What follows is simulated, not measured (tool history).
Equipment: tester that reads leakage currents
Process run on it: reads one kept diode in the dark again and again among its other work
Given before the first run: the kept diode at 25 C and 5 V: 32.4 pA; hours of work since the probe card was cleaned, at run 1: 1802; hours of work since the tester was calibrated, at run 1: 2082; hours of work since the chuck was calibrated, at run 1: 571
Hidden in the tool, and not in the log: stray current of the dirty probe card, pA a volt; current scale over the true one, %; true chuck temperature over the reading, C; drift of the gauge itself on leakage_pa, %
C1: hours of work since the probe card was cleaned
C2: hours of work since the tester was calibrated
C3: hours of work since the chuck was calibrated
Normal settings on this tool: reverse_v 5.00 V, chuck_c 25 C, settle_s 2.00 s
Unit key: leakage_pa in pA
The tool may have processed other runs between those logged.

run 1 hour=0.0 | reverse_v=5.00 chuck_c=25 settle_s=2.00 | C1=1802 C2=2082 C3=571 | leakage_pa=34.45
run 2 hour=48.6 | reverse_v=5.00 chuck_c=25 settle_s=2.00 | C1=1830 C2=2110 C3=599 | leakage_pa=34.52
run 3 hour=129.6 | reverse_v=5.00 chuck_c=25 settle_s=2.00 | C1=1876 C2=2156 C3=645 | leakage_pa=34.59
run 4 hour=173.7 | reverse_v=5.00 chuck_c=25 settle_s=1.00 | C1=1902 C2=2182 C3=671 | leakage_pa=34.73
run 5 hour=227.6 | reverse_v=5.00 chuck_c=25 settle_s=1.00 | C1=1933 C2=2213 C3=702 | leakage_pa=34.67
run 6 hour=314.6 | reverse_v=5.00 chuck_c=25 settle_s=1.00 | C1=1983 C2=2263 C3=752 | leakage_pa=34.71
run 7 hour=366.4 | reverse_v=5.00 chuck_c=25 settle_s=1.74 | C1=2013 C2=2293 C3=782 | leakage_pa=34.41
run 8 hour=407.9 | reverse_v=5.00 chuck_c=25 settle_s=1.74 | C1=2037 C2=2317 C3=806 | leakage_pa=34.09
run 9 hour=486.2 | reverse_v=5.00 chuck_c=30 settle_s=1.74 | C1=2082 C2=2362 C3=851 | leakage_pa=49.53
run 10 hour=569.1 | reverse_v=5.00 chuck_c=30 settle_s=1.74 | C1=2130 C2=2410 C3=899 | leakage_pa=49.40
run 11 hour=619.8 | reverse_v=5.00 chuck_c=25 settle_s=4.35 | C1=2159 C2=2439 C3=928 | leakage_pa=34.08
run 12 hour=692.7 | reverse_v=5.00 chuck_c=25 settle_s=2.00 | C1=2202 C2=2482 C3=971 | leakage_pa=33.90
run 13 hour=771.6 | reverse_v=5.00 chuck_c=25 settle_s=0.38 | C1=2247 C2=2527 C3=1016 | leakage_pa=35.45
run 14 hour=866.5 | reverse_v=5.00 chuck_c=25 settle_s=0.38 | C1=2302 C2=2582 C3=1071 | leakage_pa=35.45
run 15 hour=933.8 | reverse_v=5.00 chuck_c=25 settle_s=0.38 | C1=2341 C2=2621 C3=1110 | leakage_pa=35.32
run 16 hour=993.0 | reverse_v=5.00 chuck_c=25 settle_s=0.38 | C1=2375 C2=2655 C3=1144 | leakage_pa=35.17
-- hour=1042.5 probe card cleaned and baked
run 17 hour=1076.5 | reverse_v=5.00 chuck_c=25 settle_s=2.00 | C1=20 C2=2701 C3=1190 | leakage_pa=28.28
run 18 hour=1128.4 | reverse_v=5.00 chuck_c=25 settle_s=2.00 | C1=50 C2=2731 C3=1220 | leakage_pa=28.28
run 19 hour=1170.5 | reverse_v=5.00 chuck_c=25 settle_s=6.64 | C1=74 C2=2756 C3=1245 | leakage_pa=28.01
run 20 hour=1212.8 | reverse_v=5.00 chuck_c=25 settle_s=6.64 | C1=98 C2=2780 C3=1269 | leakage_pa=27.93
run 21 hour=1311.0 | reverse_v=9.92 chuck_c=22 settle_s=9.67 | C1=155 C2=2837 C3=1326 | leakage_pa=29.84
-- hour=1318.8 tester calibrated
run 22 hour=1380.1 | reverse_v=5.01 chuck_c=22 settle_s=9.67 | C1=194 C2=35 C3=1364 | leakage_pa=21.34
run 23 hour=1421.8 | reverse_v=5.80 chuck_c=25 settle_s=0.40 | C1=218 C2=59 C3=1389 | leakage_pa=31.17
run 24 hour=1472.1 | reverse_v=1.83 chuck_c=38 settle_s=0.34 | C1=247 C2=88 C3=1418 | leakage_pa=49.99
run 25 hour=1525.8 | reverse_v=1.83 chuck_c=24 settle_s=2.36 | C1=278 C2=119 C3=1449 | leakage_pa=15.58
-- hour=1570.1 chuck's temperature calibrated
run 26 hour=1580.8 | reverse_v=2.64 chuck_c=45 settle_s=6.81 | C1=308 C2=150 C3=6 | leakage_pa=117.11
run 27 hour=1675.1 | reverse_v=15.06 chuck_c=22 settle_s=1.66 | C1=363 C2=204 C3=61 | leakage_pa=45.03
run 28 hour=1752.0 | reverse_v=15.06 chuck_c=22 settle_s=1.66 | C1=407 C2=249 C3=105 | leakage_pa=45.33
run 29 hour=1795.8 | reverse_v=15.06 chuck_c=22 settle_s=1.66 | C1=433 C2=274 C3=130 | leakage_pa=45.13
-- hour=1861.4 tester calibrated, once more
run 30 hour=1891.6 | reverse_v=9.50 chuck_c=45 settle_s=2.91 | C1=487 C2=17 C3=184 | leakage_pa=218.54
run 31 hour=1950.4 | reverse_v=2.74 chuck_c=25 settle_s=2.00 | C1=521 C2=51 C3=218 | leakage_pa=24.72
run 32 hour=2012.7 | reverse_v=12.69 chuck_c=25 settle_s=3.01 | C1=557 C2=87 C3=254 | leakage_pa=53.51
run 33 hour=2077.8 | reverse_v=4.40 chuck_c=25 settle_s=1.42 | C1=594 C2=125 C3=292 | leakage_pa=31.44
run 34 hour=2149.5 | reverse_v=4.29 chuck_c=32 settle_s=3.89 | C1=636 C2=166 C3=333 | leakage_pa=53.59
run 35 hour=2224.9 | reverse_v=4.29 chuck_c=32 settle_s=3.89 | C1=679 C2=210 C3=377 | leakage_pa=53.81
run 36 hour=2311.0 | reverse_v=4.29 chuck_c=32 settle_s=3.89 | C1=729 C2=260 C3=427 | leakage_pa=53.62
run 37 hour=2396.2 | reverse_v=11.66 chuck_c=25 settle_s=1.39 | C1=778 C2=309 C3=476 | leakage_pa=51.82
run 38 hour=2452.1 | reverse_v=11.66 chuck_c=25 settle_s=1.39 | C1=810 C2=341 C3=508 | leakage_pa=51.94
run 39 hour=2520.3 | reverse_v=14.57 chuck_c=50 settle_s=1.11 | C1=850 C2=380 C3=547 | leakage_pa=376.36
run 40 hour=2600.3 | reverse_v=15.89 chuck_c=25 settle_s=3.74 | C1=896 C2=427 C3=594 | leakage_pa=60.62

Forecast each of these 4 alternatives for the next run:
run A hour=2658.8 | reverse_v=3.71 chuck_c=25 settle_s=3.93 | C1=930 C2=460 C3=627 | leakage_pa=?
run B hour=2658.8 | reverse_v=15.89 chuck_c=25 settle_s=5.15 | C1=930 C2=460 C3=627 | leakage_pa=?
run C hour=2658.8 | reverse_v=1.19 chuck_c=38 settle_s=2.00 | C1=930 C2=460 C3=627 | leakage_pa=?
run D hour=2658.8 | reverse_v=15.89 chuck_c=35 settle_s=3.74 | C1=930 C2=460 C3=627 | leakage_pa=?

run=A leakage_pa=28.09
run=B leakage_pa=60.42
run=C leakage_pa=45.30
run=D leakage_pa=128.31
With no hidden state in the tool, these same runs would have given:
run=A leakage_pa=28.27
run=B leakage_pa=56.91
run=C leakage_pa=47.67
run=D leakage_pa=129.09
